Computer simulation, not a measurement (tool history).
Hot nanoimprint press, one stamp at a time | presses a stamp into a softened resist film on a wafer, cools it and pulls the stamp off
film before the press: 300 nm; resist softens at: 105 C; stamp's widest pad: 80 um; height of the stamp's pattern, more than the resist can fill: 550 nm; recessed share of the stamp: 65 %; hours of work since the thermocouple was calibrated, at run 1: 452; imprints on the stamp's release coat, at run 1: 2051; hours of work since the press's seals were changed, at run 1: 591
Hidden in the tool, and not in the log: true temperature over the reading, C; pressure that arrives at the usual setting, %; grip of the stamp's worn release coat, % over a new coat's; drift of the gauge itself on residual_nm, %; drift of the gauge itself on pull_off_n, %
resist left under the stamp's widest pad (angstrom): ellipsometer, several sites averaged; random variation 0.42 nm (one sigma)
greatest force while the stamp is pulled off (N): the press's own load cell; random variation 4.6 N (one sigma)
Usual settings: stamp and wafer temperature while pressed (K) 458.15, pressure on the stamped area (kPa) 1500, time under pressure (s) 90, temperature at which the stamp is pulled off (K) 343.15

| run | hour | stamp and wafer temperature while pressed (K) | pressure on the stamped area (kPa) | time under pressure (s) | temperature at which the stamp is pulled off (K) | hours of work since the thermocouple was calibrated | imprints on the stamp's release coat | hours of work since the press's seals were changed | resist left under the stamp's widest pad (angstrom) | greatest force while the stamp is pulled off (N) |
|---|---|---|---|---|---|---|---|---|---|---|
| 1 | 0 | 458.15 | 1500 | 90 | 343.15 | 452 | 2051 | 591 | 1314 | 339 |
| 2 | 21.7 | 458.15 | 1500 | 85 | 343.15 | 465 | 2091 | 605 | 1336 | 331 |
| 3 | 45.9 | 458.15 | 1500 | 85 | 343.15 | 480 | 2136 | 620 | 1349 | 328 |
| 4 | 65 | 458.15 | 1500 | 85 | 343.15 | 492 | 2171 | 631 | 1349 | 345 |
| 5 | 79.4 | 458.15 | 1500 | 85 | 343.15 | 501 | 2198 | 640 | 1346 | 343 |
|  | 99 | plate thermocouple calibrated |
| 6 | 99 | 458.15 | 1500 | 85 | 343.15 | 0 | 2229 | 650 | 1372 | 336 |
| 7 | 115.8 | 458.15 | 1500 | 85 | 343.15 | 10 | 2260 | 661 | 1364 | 341 |
| 8 | 140.3 | 458.15 | 1500 | 90 | 343.15 | 25 | 2305 | 676 | 1337 | 350 |
| 9 | 167.1 | 461.15 | 1500 | 89 | 345.15 | 42 | 2355 | 692 | 1216 | 342 |
| 10 | 183.2 | 461.15 | 1500 | 89 | 345.15 | 52 | 2384 | 702 | 1211 | 342 |
|  | 196.6 | plate thermocouple calibrated, once more |
| 11 | 203.8 | 454.15 | 1410 | 132 | 345.15 | 4 | 2417 | 713 | 1294 | 342 |
|  | 218.2 | stamp cleaned and given a new release coat |
| 12 | 232 | 454.15 | 1410 | 138 | 340.15 | 18 | 25 | 726 | 1279 | 230 |

The next listed run, before its measurement:
| 13 | 251.3 | 454.15 | 1410 | 138 | 340.15 | 30 | 61 | 738 | ? | ? |

Run 13 gave resist left under the stamp's widest pad (angstrom) 1272, greatest force while the stamp is pulled off (N) 233.
Without the tool's hidden state the same run would have given resist left under the stamp's widest pad (angstrom) 1263, greatest force while the stamp is pulled off (N) 230.

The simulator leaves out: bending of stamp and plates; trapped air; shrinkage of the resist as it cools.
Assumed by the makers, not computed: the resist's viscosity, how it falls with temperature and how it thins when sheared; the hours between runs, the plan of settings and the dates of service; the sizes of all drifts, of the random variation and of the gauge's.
